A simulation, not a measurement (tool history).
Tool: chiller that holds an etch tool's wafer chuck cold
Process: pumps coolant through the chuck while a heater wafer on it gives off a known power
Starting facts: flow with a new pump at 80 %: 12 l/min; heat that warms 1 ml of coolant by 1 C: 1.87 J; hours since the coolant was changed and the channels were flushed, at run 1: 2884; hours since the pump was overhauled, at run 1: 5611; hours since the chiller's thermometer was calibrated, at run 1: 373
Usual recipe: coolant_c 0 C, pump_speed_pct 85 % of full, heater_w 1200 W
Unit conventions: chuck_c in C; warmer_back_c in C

run	hour	coolant_c	pump_speed_pct	heater_w	hours since the coolant was changed and the channels were flushed	hours since the pump was overhauled	hours since the chiller's thermometer was calibrated	chuck_c	warmer_back_c
1	0.0	0	85	1200	2884	5611	373	7.3	3.04
2	74.5	-7	85	1200	2959	5686	448	0.4	3.02
3	204.1	0	85	785	3088	5815	578	4.8	1.97
4	277.9	9	85	1200	3162	5889	651	16.5	3.11
5	409.0	0	85	1200	3293	6020	783	7.3	3.10
6	524.1	0	85	1200	3408	6135	898	7.3	3.06
7	615.5	0	85	1200	3500	6227	989	7.3	3.10
8	697.9	0	85	1200	3582	6309	1071	7.4	3.04
9	864.3	0	85	1200	3749	6475	1238	7.5	3.08
10	1027.3	0	88	642	3912	6639	1401	3.8	1.67
11	1106.1	0	88	642	3990	6717	1480	3.9	1.61
12	1250.7	0	92	1200	4135	6862	1624	7.1	2.85
13	1405.0	3	64	786	4289	7016	1779	8.8	2.68
14	1490.8	-4	72	1200	4375	7102	1864	4.1	3.66
15	1627.3	2	72	993	4512	7239	2001	8.7	3.07

The next listed run, before its measurement:
16	1733.5	2	72	993	4618	7345	2107	?	?

Run 16 produced chuck_c 8.6 C, warmer_back_c 3.08 C.
If the tool had no hidden condition, the same run with the same run-to-run variation would have returned chuck_c 8.6 C, warmer_back_c 2.97 C.

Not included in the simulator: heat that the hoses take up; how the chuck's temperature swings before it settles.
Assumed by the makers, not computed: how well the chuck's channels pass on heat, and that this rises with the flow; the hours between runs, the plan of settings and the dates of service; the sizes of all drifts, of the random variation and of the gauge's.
